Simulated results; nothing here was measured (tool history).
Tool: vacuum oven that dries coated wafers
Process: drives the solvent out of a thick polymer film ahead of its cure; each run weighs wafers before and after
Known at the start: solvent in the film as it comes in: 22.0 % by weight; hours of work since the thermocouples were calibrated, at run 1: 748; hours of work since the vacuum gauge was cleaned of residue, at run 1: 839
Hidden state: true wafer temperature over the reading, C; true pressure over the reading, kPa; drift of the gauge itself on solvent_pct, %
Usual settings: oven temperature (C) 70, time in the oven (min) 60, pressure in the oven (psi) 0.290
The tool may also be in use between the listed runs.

run,day,oven temperature (C),time in the oven (min),pressure in the oven (psi),hours of work since the thermocouples were calibrated,hours of work since the vacuum gauge was cleaned of residue,solvent left in the film (%)
1,0.000,70,60,0.290,748,839,2.64
2,1.467,70,60,0.290,763,854,2.77
3,3.858,70,60,0.290,789,880,2.82
4,6.612,70,60,0.290,818,909,2.74
5,8.050,70,54,0.290,833,924,3.20
6,10.058,70,54,0.290,855,946,3.30
7,12.762,70,54,0.290,884,974,3.27
8,14.742,70,60,0.173,905,995,2.51
9,16.204,70,60,0.173,920,1011,2.62
10,18.671,70,60,0.225,946,1037,2.72
11,20.362,70,60,0.290,964,1055,2.91
12,22.354,57,60,0.290,986,1076,9.69
13,23.767,57,60,0.290,1001,1091,9.55
14,26.396,57,60,0.290,1029,1119,9.81
15,27.829,64,39,1.067,1044,1135,10.52
16,29.558,70,43,0.290,1062,1153,4.71
17,32.304,66,78,0.190,1091,1182,3.17
18,34.762,65,103,0.190,1118,1208,2.37
19,37.092,64,48,0.203,1142,1233,6.92
20,38.812,64,48,0.203,1161,1251,7.06
21,40.246,64,48,0.203,1176,1267,7.02
# day 40.583: vacuum gauge cleaned of residue and calibrated
22,42.379,76,60,0.503,1198,19,1.92
23,45.142,76,60,0.503,1227,48,1.88
24,46.342,76,60,0.503,1240,61,1.79
25,48.050,79,31,0.429,1258,79,2.88
26,49.412,79,31,0.429,1273,94,2.84
27,51.004,79,31,0.429,1290,111,2.93
28,53.317,79,31,0.241,1314,135,2.53

3 ways to go on from here, each from the tool as it stands after run 28. What would each give?
A,55.821,70,67,0.290,1341,162,?
B,55.821,60,31,1.054,1341,162,?
C,55.821,70,60,0.310,1341,162,?

run,solvent left in the film (%)
A,2.64
B,13.89
C,3.14
Without the tool's hidden state the same runs would have given:
run,solvent left in the film (%)
A,1.73
B,12.43
C,2.10

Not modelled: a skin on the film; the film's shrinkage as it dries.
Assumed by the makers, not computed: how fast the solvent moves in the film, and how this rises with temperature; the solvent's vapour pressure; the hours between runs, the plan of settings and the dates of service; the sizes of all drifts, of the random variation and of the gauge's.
